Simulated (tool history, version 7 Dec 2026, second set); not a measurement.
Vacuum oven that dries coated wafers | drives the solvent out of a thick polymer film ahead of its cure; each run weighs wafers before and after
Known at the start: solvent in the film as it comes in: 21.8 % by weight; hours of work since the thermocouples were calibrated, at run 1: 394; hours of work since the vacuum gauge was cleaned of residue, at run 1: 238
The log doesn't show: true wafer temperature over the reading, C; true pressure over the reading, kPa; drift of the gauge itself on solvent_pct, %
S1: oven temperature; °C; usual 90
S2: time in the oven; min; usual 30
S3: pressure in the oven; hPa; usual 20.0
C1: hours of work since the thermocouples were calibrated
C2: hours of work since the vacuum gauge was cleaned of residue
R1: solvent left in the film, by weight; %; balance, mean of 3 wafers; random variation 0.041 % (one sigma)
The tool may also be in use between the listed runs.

run     day  S1  S2    S3   C1   C2    R1
  1   0.000  90  30  20.0  394  238  1.30
  2   0.517  89  30  20.0  401  245  1.41
  3   1.129  90  30  41.6  409  253  1.90
  4   1.821  90  30  41.6  419  263  1.93
  5   2.383  90  30  41.6  427  271  1.87
  6   2.883  90  30  41.6  434  278  1.93
  7   3.696  90  30  41.6  445  289  1.90
  8   4.050  90  30  48.2  450  294  2.06
  9   4.712  90  30  20.0  459  303  1.29
 10   5.225  90  30  25.4  466  310  1.52
 11   5.800  90  30  25.4  474  318  1.51
 12   6.317  90  46  20.0  481  325  0.80
 13   6.917  95  30  20.0  490  333  0.68
 14   7.471  95  30  20.0  497  341  0.73
 15   8.200  95  30  25.9  507  351  0.86
 16   8.646  90  30  20.2  514  357  1.33
 17   9.367  90  45  20.2  523  367  0.82
 18  10.158  90  45  20.2  534  378  0.83
 19  10.496  90  45  20.2  539  383  0.74
 20  10.854  90  45  20.2  544  388  0.72
 21  11.279  81  30  20.0  550  394  3.68
 22  11.842  81  30  20.0  558  402  3.68
 23  12.446  81  30  17.4  566  410  3.53
 24  12.962  90  30  20.0  573  417  1.36
 25  13.608  90  30  22.3  582  426  1.39
 26  14.446  90  37  20.0  594  438  0.96
 27  14.904  90  37  35.9  600  444  1.47
 28  15.258  90  30  14.1  605  449  1.22
 29  16.008  90  30  14.1  615  459  1.22
 30  16.533  82  36  20.0  623  467  2.55
 31  17.054  82  36  20.0  630  474  2.64

Forecast run 32:
 32  17.412  82  36  20.0  635  479   ?

{"run 32": {"R1": 2.57}}
Without the tool's hidden state the same run would have given R1 2.24 %.
